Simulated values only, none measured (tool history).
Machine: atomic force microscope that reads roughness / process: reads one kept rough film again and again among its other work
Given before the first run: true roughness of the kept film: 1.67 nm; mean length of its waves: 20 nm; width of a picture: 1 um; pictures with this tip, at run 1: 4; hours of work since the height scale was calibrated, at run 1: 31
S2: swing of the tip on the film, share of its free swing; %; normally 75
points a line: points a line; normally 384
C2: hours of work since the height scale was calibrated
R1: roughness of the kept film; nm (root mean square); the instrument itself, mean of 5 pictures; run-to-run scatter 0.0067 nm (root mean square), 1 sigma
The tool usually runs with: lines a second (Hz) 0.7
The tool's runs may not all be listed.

{"run": 1, "hour": 0.0, "lines a second (Hz)": 0.7, "S2": 75, "points a line": 384, "pictures with this tip": 4, "C2": 31, "R1": 1.331}
{"run": 2, "hour": 14.8, "lines a second (Hz)": 0.7, "S2": 73, "points a line": 384, "pictures with this tip": 30, "C2": 43, "R1": 1.288}
{"run": 3, "hour": 24.1, "lines a second (Hz)": 0.7, "S2": 71, "points a line": 384, "pictures with this tip": 45, "C2": 50, "R1": 1.271}
{"run": 4, "hour": 36.3, "lines a second (Hz)": 3.317, "S2": 75, "points a line": 384, "pictures with this tip": 66, "C2": 59, "R1": 1.031}
{"run": 5, "hour": 49.6, "lines a second (Hz)": 3.317, "S2": 75, "points a line": 384, "pictures with this tip": 88, "C2": 69, "R1": 1.009}
{"run": 6, "hour": 60.8, "lines a second (Hz)": 0.7, "S2": 75, "points a line": 816, "pictures with this tip": 107, "C2": 78, "R1": 1.188}
{"run": 7, "hour": 74.0, "lines a second (Hz)": 0.7, "S2": 75, "points a line": 816, "pictures with this tip": 130, "C2": 88, "R1": 1.159}
{"run": 8, "hour": 81.5, "lines a second (Hz)": 0.7, "S2": 75, "points a line": 816, "pictures with this tip": 142, "C2": 94, "R1": 1.143}
{"hour": 83.7, "done": "height scale calibrated on a step standard"}
{"run": 9, "hour": 94.7, "lines a second (Hz)": 0.7, "S2": 75, "points a line": 816, "pictures with this tip": 163, "C2": 8, "R1": 1.121}
{"run": 10, "hour": 103.1, "lines a second (Hz)": 0.7, "S2": 56, "points a line": 282, "pictures with this tip": 177, "C2": 15, "R1": 1.112}
{"run": 11, "hour": 117.2, "lines a second (Hz)": 0.7, "S2": 75, "points a line": 962, "pictures with this tip": 201, "C2": 26, "R1": 1.081}
{"hour": 126.9, "done": "new tip fitted"}
{"run": 12, "hour": 129.2, "lines a second (Hz)": 3.825, "S2": 74, "points a line": 450, "pictures with this tip": 4, "C2": 34, "R1": 1.085}
{"hour": 135.2, "done": "height scale calibrated on a step standard, once more"}
{"run": 13, "hour": 139.5, "lines a second (Hz)": 3.825, "S2": 74, "points a line": 450, "pictures with this tip": 19, "C2": 3, "R1": 1.076}
{"run": 14, "hour": 151.6, "lines a second (Hz)": 2.905, "S2": 75, "points a line": 384, "pictures with this tip": 40, "C2": 12, "R1": 1.093}
{"run": 15, "hour": 158.4, "lines a second (Hz)": 2.308, "S2": 75, "points a line": 294, "pictures with this tip": 51, "C2": 18, "R1": 1.098}

Below are 4 alternative next runs, each starting from the tool's condition after run 15. Predict each:
{"run": "A", "hour": 172.1, "lines a second (Hz)": 0.7, "S2": 75, "points a line": 1005, "pictures with this tip": 75, "C2": 28, "R1": "?"}
{"run": "B", "hour": 172.1, "lines a second (Hz)": 1.769, "S2": 75, "points a line": 825, "pictures with this tip": 75, "C2": 28, "R1": "?"}
{"run": "C", "hour": 172.1, "lines a second (Hz)": 2.199, "S2": 75, "points a line": 384, "pictures with this tip": 75, "C2": 28, "R1": "?"}
{"run": "D", "hour": 172.1, "lines a second (Hz)": 0.895, "S2": 75, "points a line": 891, "pictures with this tip": 75, "C2": 28, "R1": "?"}

run=A R1=1.209
run=B R1=1.128
run=C R1=1.083
run=D R1=1.205
What these runs would have given with no unlogged condition in the tool:
run=A R1=1.341
run=B R1=1.251
run=C R1=1.2
run=D R1=1.337
